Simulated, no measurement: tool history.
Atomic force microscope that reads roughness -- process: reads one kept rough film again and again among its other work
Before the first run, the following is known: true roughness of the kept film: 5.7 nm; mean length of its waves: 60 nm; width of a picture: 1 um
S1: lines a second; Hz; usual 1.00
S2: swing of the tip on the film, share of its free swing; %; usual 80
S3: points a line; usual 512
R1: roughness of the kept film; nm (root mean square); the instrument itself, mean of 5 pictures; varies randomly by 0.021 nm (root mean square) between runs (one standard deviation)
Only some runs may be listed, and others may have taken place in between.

| run | hour | S1 | S2 | S3 | R1 |
|---|---|---|---|---|---|
| 1 | 0.0 | 1.00 | 80 | 512 | 5.144 |
| 2 | 17.8 | 1.00 | 80 | 921 | 5.032 |
| 3 | 51.0 | 1.00 | 80 | 921 | 4.819 |
| 4 | 75.2 | 1.00 | 80 | 921 | 5.053 |
| 5 | 93.0 | 1.00 | 80 | 921 | 4.933 |
| 6 | 123.5 | 1.00 | 80 | 512 | 5.122 |
| 7 | 151.4 | 1.00 | 80 | 512 | 4.971 |
| 8 | 165.5 | 1.00 | 80 | 512 | 4.890 |
| 9 | 195.0 | 1.00 | 80 | 512 | 5.100 |
| 10 | 213.9 | 1.00 | 80 | 512 | 4.971 |
| 11 | 245.8 | 1.52 | 68 | 288 | 5.200 |
| 12 | 265.7 | 1.86 | 80 | 887 | 4.851 |
| 13 | 281.5 | 1.86 | 80 | 887 | 4.734 |
| 14 | 309.2 | 1.86 | 80 | 887 | 4.915 |
| 15 | 332.1 | 1.61 | 80 | 887 | 4.871 |
| 16 | 350.2 | 1.08 | 61 | 344 | 5.017 |
| 17 | 371.0 | 3.34 | 61 | 317 | 5.080 |

Between the runs listed above, the log contained 6 entries, not reproduced here. Where in the sequence does each belong, and how does what the log doesn't record of the tool's condition differ from the listed run before to the listed run after?
Logged between run 3 and run 4: new tip fitted (hour 58.8)
  radius of the tip, nm: 18.8 -> 10.8; height scale over the true one, %: -0.21 -> -0.23
  difference, measured minus the result without the unlogged condition, R1: -0.351 -> -0.125 nm (root mean square)
Logged between run 5 and run 6: new tip fitted (hour 120.4)
  radius of the tip, nm: 14.3 -> 8.4; height scale over the true one, %: -0.25 -> -0.27
  difference, measured minus the result without the unlogged condition, R1: -0.228 -> -0.057 nm (root mean square)
Logged between run 8 and run 9: new tip fitted (hour 183.5)
  radius of the tip, nm: 16.4 -> 9.3; height scale over the true one, %: -0.31 -> -0.34
  difference, measured minus the result without the unlogged condition, R1: -0.293 -> -0.088 nm (root mean square)
Logged between run 10 and run 11: new tip fitted (hour 244.2)
  radius of the tip, nm: 13.4 -> 7.4; height scale over the true one, %: -0.36 -> -0.39
  difference, measured minus the result without the unlogged condition, R1: -0.211 -> -0.035 nm (root mean square)
Logged between run 13 and run 14: new tip fitted (hour 305.4)
  radius of the tip, nm: 14.5 -> 8.1; height scale over the true one, %: -0.42 -> -0.45
  difference, measured minus the result without the unlogged condition, R1: -0.233 -> -0.055 nm (root mean square)
Logged between run 16 and run 17: new tip fitted (hour 366.2)
  radius of the tip, nm: 16.6 -> 8.5; height scale over the true one, %: -0.49 -> -0.5
  difference, measured minus the result without the unlogged condition, R1: -0.313 -> -0.072 nm (root mean square)
